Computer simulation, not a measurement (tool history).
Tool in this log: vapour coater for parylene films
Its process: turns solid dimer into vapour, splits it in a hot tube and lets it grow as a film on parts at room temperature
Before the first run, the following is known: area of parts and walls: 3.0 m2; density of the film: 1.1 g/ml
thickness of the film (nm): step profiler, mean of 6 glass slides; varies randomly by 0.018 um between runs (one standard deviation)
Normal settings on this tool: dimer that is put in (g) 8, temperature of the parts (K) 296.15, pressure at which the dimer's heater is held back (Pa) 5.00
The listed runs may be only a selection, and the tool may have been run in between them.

run	hour	dimer that is put in (g)	temperature of the parts (K)	pressure at which the dimer's heater is held back (Pa)	thickness of the film (nm)
1	0.0	8	296.15	5.00	1620
2	35.1	8	296.15	5.00	1640
3	70.2	8	296.15	5.00	1620
4	133.0	4	296.15	5.00	780
5	172.5	8	303.15	5.00	1360
6	201.5	8	303.15	5.00	1350
7	260.1	4	294.15	8.32	740
8	305.0	4	296.15	2.77	860
9	345.0	12	293.15	3.69	2620
10	411.4	6	296.15	5.96	1070
11	458.4	4	294.15	5.00	780

Consider 4 possible next runs. They are alternatives, not a sequence: every one starts from the tool as it was left by run 11. What does each give?
A	491.4	6	304.15	7.98	?
B	491.4	10	299.15	6.86	?
C	491.4	7	296.15	5.00	?
D	491.4	8	290.15	3.73	?

run	thickness of the film (nm)
A	840
B	1640
C	1330
D	1790
With no hidden state in the tool, these same runs would have given:
run	thickness of the film (nm)
A	970
B	1890
C	1530
D	2060
